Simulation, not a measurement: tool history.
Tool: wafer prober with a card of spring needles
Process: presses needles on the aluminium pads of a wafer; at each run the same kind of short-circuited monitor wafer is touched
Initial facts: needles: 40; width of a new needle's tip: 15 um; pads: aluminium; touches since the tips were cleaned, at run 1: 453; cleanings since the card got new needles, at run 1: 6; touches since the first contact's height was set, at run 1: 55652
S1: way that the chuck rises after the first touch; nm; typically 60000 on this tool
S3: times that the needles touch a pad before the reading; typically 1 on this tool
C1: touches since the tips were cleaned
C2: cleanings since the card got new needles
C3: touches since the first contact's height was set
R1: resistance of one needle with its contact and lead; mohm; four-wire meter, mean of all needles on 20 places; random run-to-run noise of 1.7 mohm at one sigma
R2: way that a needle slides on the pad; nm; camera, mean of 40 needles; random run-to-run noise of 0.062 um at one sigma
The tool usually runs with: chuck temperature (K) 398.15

run 1 hour=0.0 | S1=60000 chuck_temperature_(K)=398.15 S3=1 | C1=453 C2=6 C3=55652 | R1=242 R2=14040
run 2 hour=7.7 | S1=60000 chuck_temperature_(K)=398.15 S3=2 | C1=2601 C2=6 C3=57800 | R1=285 R2=14010
run 3 hour=19.5 | S1=67000 chuck_temperature_(K)=398.15 S3=1 | C1=5870 C2=6 C3=61069 | R1=394 R2=15720
-- hour=27.5 tips cleaned on abrasive film
run 4 hour=31.5 | S1=60000 chuck_temperature_(K)=398.15 S3=1 | C1=1114 C2=7 C3=64398 | R1=288 R2=14140
run 5 hour=41.8 | S1=60000 chuck_temperature_(K)=398.15 S3=1 | C1=3980 C2=7 C3=67264 | R1=424 R2=13950
-- hour=57.1 tips cleaned on abrasive film
run 6 hour=59.9 | S1=60000 chuck_temperature_(K)=398.15 S3=1 | C1=792 C2=8 C3=72270 | R1=252 R2=13990
run 7 hour=71.1 | S1=77000 chuck_temperature_(K)=398.15 S3=1 | C1=3888 C2=8 C3=75366 | R1=322 R2=18030
-- hour=86.1 tips cleaned on abrasive film
run 8 hour=90.0 | S1=77000 chuck_temperature_(K)=398.15 S3=2 | C1=1092 C2=9 C3=80609 | R1=211 R2=18090
run 9 hour=99.7 | S1=77000 chuck_temperature_(K)=398.15 S3=2 | C1=3772 C2=9 C3=83289 | R1=258 R2=18080
run 10 hour=108.2 | S1=77000 chuck_temperature_(K)=393.15 S3=2 | C1=6138 C2=9 C3=85655 | R1=287 R2=17990
-- hour=115.2 tips cleaned on abrasive film
run 11 hour=123.5 | S1=77000 chuck_temperature_(K)=393.15 S3=2 | C1=2321 C2=10 C3=89889 | R1=240 R2=17920
-- hour=125.0 height of the first contact set anew
run 12 hour=131.5 | S1=77000 chuck_temperature_(K)=393.15 S3=2 | C1=4462 C2=10 C3=1804 | R1=268 R2=18020
-- hour=144.0 tips cleaned on abrasive film
run 13 hour=147.7 | S1=77000 chuck_temperature_(K)=393.15 S3=2 | C1=1029 C2=11 C3=6283 | R1=208 R2=17880
run 14 hour=164.9 | S1=77000 chuck_temperature_(K)=393.15 S3=2 | C1=5821 C2=11 C3=11075 | R1=278 R2=17840
-- hour=173.5 tips cleaned on abrasive film
run 15 hour=175.9 | S1=77000 chuck_temperature_(K)=354.15 S3=2 | C1=660 C2=12 C3=14094 | R1=192 R2=17920
run 16 hour=189.2 | S1=77000 chuck_temperature_(K)=354.15 S3=2 | C1=4352 C2=12 C3=17786 | R1=266 R2=17890
-- hour=192.0 height of the first contact set anew, once more
run 17 hour=197.4 | S1=60000 chuck_temperature_(K)=398.15 S3=1 | C1=6558 C2=12 C3=1506 | R1=472 R2=14170
-- hour=203.6 tips cleaned on abrasive film
run 18 hour=211.2 | S1=65000 chuck_temperature_(K)=398.15 S3=1 | C1=2123 C2=13 C3=5317 | R1=316 R2=15380
run 19 hour=220.3 | S1=65000 chuck_temperature_(K)=398.15 S3=1 | C1=4660 C2=13 C3=7854 | R1=393 R2=15280
-- hour=232.9 tips cleaned on abrasive film
run 20 hour=233.0 | S1=73000 chuck_temperature_(K)=300.15 S3=1 | C1=22 C2=14 C3=11344 | R1=171 R2=17100
run 21 hour=247.8 | S1=72000 chuck_temperature_(K)=300.15 S3=3 | C1=4159 C2=14 C3=15481 | R1=219 R2=16990
run 22 hour=255.5 | S1=54000 chuck_temperature_(K)=371.15 S3=1 | C1=6297 C2=14 C3=17619 | R1=538 R2=12790
-- hour=261.5 tips cleaned on abrasive film
run 23 hour=266.3 | S1=77000 chuck_temperature_(K)=326.15 S3=3 | C1=1322 C2=15 C3=20576 | R1=189 R2=18120
run 24 hour=278.3 | S1=55000 chuck_temperature_(K)=318.15 S3=2 | C1=4684 C2=15 C3=23938 | R1=371 R2=12910
-- hour=290.1 tips cleaned on abrasive film
run 25 hour=290.4 | S1=43000 chuck_temperature_(K)=369.15 S3=2 | C1=63 C2=16 C3=27256 | R1=210 R2=9980
run 26 hour=300.8 | S1=43000 chuck_temperature_(K)=369.15 S3=2 | C1=2963 C2=16 C3=30156 | R1=411 R2=10110
run 27 hour=314.0 | S1=43000 chuck_temperature_(K)=369.15 S3=2 | C1=6636 C2=16 C3=33829 | R1=528 R2=10020
-- hour=319.6 tips cleaned on abrasive film
run 28 hour=331.1 | S1=43000 chuck_temperature_(K)=369.15 S3=2 | C1=3174 C2=17 C3=38542 | R1=431 R2=10100

Run 29 has not been measured yet. What should we expect?
run 29 hour=339.4 | S1=42000 chuck_temperature_(K)=322.15 S3=2 | C1=5483 C2=17 C3=40851 | R1=? R2=?

Run 29 produced R1 534 mohm, R2 9780 nm.
Had the tool carried no hidden state, the very same run would have given R1 166 mohm, R2 9880 nm.

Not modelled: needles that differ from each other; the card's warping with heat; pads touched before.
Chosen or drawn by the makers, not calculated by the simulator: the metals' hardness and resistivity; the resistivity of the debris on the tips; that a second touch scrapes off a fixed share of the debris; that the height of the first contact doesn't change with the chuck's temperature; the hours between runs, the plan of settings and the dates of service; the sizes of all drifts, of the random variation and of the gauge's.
